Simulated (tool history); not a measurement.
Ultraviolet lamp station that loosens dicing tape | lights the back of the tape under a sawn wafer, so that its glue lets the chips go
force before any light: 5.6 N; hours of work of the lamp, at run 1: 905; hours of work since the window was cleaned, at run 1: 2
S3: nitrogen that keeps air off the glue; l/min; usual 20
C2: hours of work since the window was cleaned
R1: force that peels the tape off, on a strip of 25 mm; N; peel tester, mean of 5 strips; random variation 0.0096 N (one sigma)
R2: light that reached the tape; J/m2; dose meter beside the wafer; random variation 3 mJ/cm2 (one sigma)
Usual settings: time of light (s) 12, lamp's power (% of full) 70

run 1 hour=0.0 | time_of_light_(s)=12 lamp's_power_(%_of_full)=70 S3=20 | hours_of_work_of_the_lamp=905 C2=2 | R1=0.671 R2=3360
run 2 hour=58.9 | time_of_light_(s)=12 lamp's_power_(%_of_full)=70 S3=20 | hours_of_work_of_the_lamp=941 C2=38 | R1=0.701 R2=3260
run 3 hour=107.3 | time_of_light_(s)=12 lamp's_power_(%_of_full)=61 S3=20 | hours_of_work_of_the_lamp=970 C2=68 | R1=0.909 R2=2770
run 4 hour=143.6 | time_of_light_(s)=12 lamp's_power_(%_of_full)=61 S3=20 | hours_of_work_of_the_lamp=992 C2=90 | R1=0.911 R2=2790
run 5 hour=183.8 | time_of_light_(s)=12 lamp's_power_(%_of_full)=61 S3=20 | hours_of_work_of_the_lamp=1017 C2=114 | R1=0.941 R2=2660
run 6 hour=225.3 | time_of_light_(s)=12 lamp's_power_(%_of_full)=70 S3=20 | hours_of_work_of_the_lamp=1042 C2=140 | R1=0.790 R2=2990
run 7 hour=277.7 | time_of_light_(s)=12 lamp's_power_(%_of_full)=70 S3=20 | hours_of_work_of_the_lamp=1074 C2=172 | R1=0.771 R2=2940
run 8 hour=312.5 | time_of_light_(s)=12 lamp's_power_(%_of_full)=70 S3=20 | hours_of_work_of_the_lamp=1095 C2=193 | R1=0.809 R2=2960
run 9 hour=366.9 | time_of_light_(s)=12 lamp's_power_(%_of_full)=70 S3=20 | hours_of_work_of_the_lamp=1128 C2=226 | R1=0.874 R2=2910
-- hour=370.2 window cleaned of glue's vapour
run 10 hour=426.3 | time_of_light_(s)=12 lamp's_power_(%_of_full)=70 S3=20 | hours_of_work_of_the_lamp=1164 C2=34 | R1=0.781 R2=3000
run 11 hour=454.0 | time_of_light_(s)=12 lamp's_power_(%_of_full)=70 S3=20 | hours_of_work_of_the_lamp=1181 C2=51 | R1=0.797 R2=2940
run 12 hour=493.5 | time_of_light_(s)=7 lamp's_power_(%_of_full)=70 S3=20 | hours_of_work_of_the_lamp=1205 C2=75 | R1=1.754 R2=1700
run 13 hour=535.7 | time_of_light_(s)=17 lamp's_power_(%_of_full)=70 S3=20 | hours_of_work_of_the_lamp=1231 C2=101 | R1=0.488 R2=4010
run 14 hour=565.6 | time_of_light_(s)=12 lamp's_power_(%_of_full)=70 S3=20 | hours_of_work_of_the_lamp=1249 C2=119 | R1=0.909 R2=2830
run 15 hour=622.2 | time_of_light_(s)=12 lamp's_power_(%_of_full)=70 S3=20 | hours_of_work_of_the_lamp=1284 C2=153 | R1=0.907 R2=2740
run 16 hour=659.9 | time_of_light_(s)=7 lamp's_power_(%_of_full)=70 S3=20 | hours_of_work_of_the_lamp=1307 C2=176 | R1=1.908 R2=1570
-- hour=673.3 lamp changed
run 17 hour=697.1 | time_of_light_(s)=13 lamp's_power_(%_of_full)=72 S3=20 | hours_of_work_of_the_lamp=14 C2=198 | R1=0.403 R2=4530
run 18 hour=743.8 | time_of_light_(s)=10 lamp's_power_(%_of_full)=67 S3=11 | hours_of_work_of_the_lamp=43 C2=227 | R1=0.985 R2=3220
-- hour=749.9 window cleaned of glue's vapour
run 19 hour=781.5 | time_of_light_(s)=10 lamp's_power_(%_of_full)=67 S3=11 | hours_of_work_of_the_lamp=66 C2=19 | R1=0.880 R2=3390
run 20 hour=832.7 | time_of_light_(s)=12 lamp's_power_(%_of_full)=70 S3=8 | hours_of_work_of_the_lamp=97 C2=50 | R1=0.800 R2=4170
run 21 hour=878.4 | time_of_light_(s)=17 lamp's_power_(%_of_full)=70 S3=28 | hours_of_work_of_the_lamp=125 C2=78 | R1=0.257 R2=5850
run 22 hour=909.8 | time_of_light_(s)=17 lamp's_power_(%_of_full)=70 S3=28 | hours_of_work_of_the_lamp=144 C2=97 | R1=0.255 R2=5750
run 23 hour=961.0 | time_of_light_(s)=17 lamp's_power_(%_of_full)=70 S3=28 | hours_of_work_of_the_lamp=175 C2=129 | R1=0.256 R2=5680
run 24 hour=1018.6 | time_of_light_(s)=8 lamp's_power_(%_of_full)=71 S3=9 | hours_of_work_of_the_lamp=210 C2=164 | R1=1.422 R2=2640
run 25 hour=1058.5 | time_of_light_(s)=12 lamp's_power_(%_of_full)=66 S3=28 | hours_of_work_of_the_lamp=234 C2=188 | R1=0.478 R2=3640
run 26 hour=1093.0 | time_of_light_(s)=9 lamp's_power_(%_of_full)=70 S3=8 | hours_of_work_of_the_lamp=255 C2=209 | R1=1.384 R2=2870
run 27 hour=1121.7 | time_of_light_(s)=12 lamp's_power_(%_of_full)=99 S3=28 | hours_of_work_of_the_lamp=273 C2=226 | R1=0.275 R2=5330
-- hour=1127.4 window cleaned of glue's vapour
run 28 hour=1166.1 | time_of_light_(s)=12 lamp's_power_(%_of_full)=99 S3=28 | hours_of_work_of_the_lamp=300 C2=24 | R1=0.254 R2=5710
run 29 hour=1208.0 | time_of_light_(s)=23 lamp's_power_(%_of_full)=70 S3=39 | hours_of_work_of_the_lamp=325 C2=49 | R1=0.214 R2=7570
run 30 hour=1235.3 | time_of_light_(s)=14 lamp's_power_(%_of_full)=72 S3=17 | hours_of_work_of_the_lamp=342 C2=66 | R1=0.420 R2=4660

5 ways to go on from here, each from the tool as it stands after run 30. What would each give?
run A hour=1261.8 | time_of_light_(s)=12 lamp's_power_(%_of_full)=99 S3=20 | hours_of_work_of_the_lamp=358 C2=82 | R1=? R2=?
run B hour=1261.8 | time_of_light_(s)=21 lamp's_power_(%_of_full)=72 S3=17 | hours_of_work_of_the_lamp=358 C2=82 | R1=? R2=?
run C hour=1261.8 | time_of_light_(s)=14 lamp's_power_(%_of_full)=77 S3=7 | hours_of_work_of_the_lamp=358 C2=82 | R1=? R2=?
run D hour=1261.8 | time_of_light_(s)=14 lamp's_power_(%_of_full)=72 S3=20 | hours_of_work_of_the_lamp=358 C2=82 | R1=? R2=?
run E hour=1261.8 | time_of_light_(s)=11 lamp's_power_(%_of_full)=72 S3=7 | hours_of_work_of_the_lamp=358 C2=82 | R1=? R2=?

run=A R1=0.294 R2=5470
run=B R1=0.239 R2=6940
run=C R1=0.653 R2=4940
run=D R1=0.385 R2=4650
run=E R1=1.061 R2=3630
Without the tool's hidden state the same runs would have given:
run=A R1=0.250 R2=6310
run=B R1=0.218 R2=8010
run=C R1=0.512 R2=5700
run=D R1=0.312 R2=5360
run=E R1=0.850 R2=4180
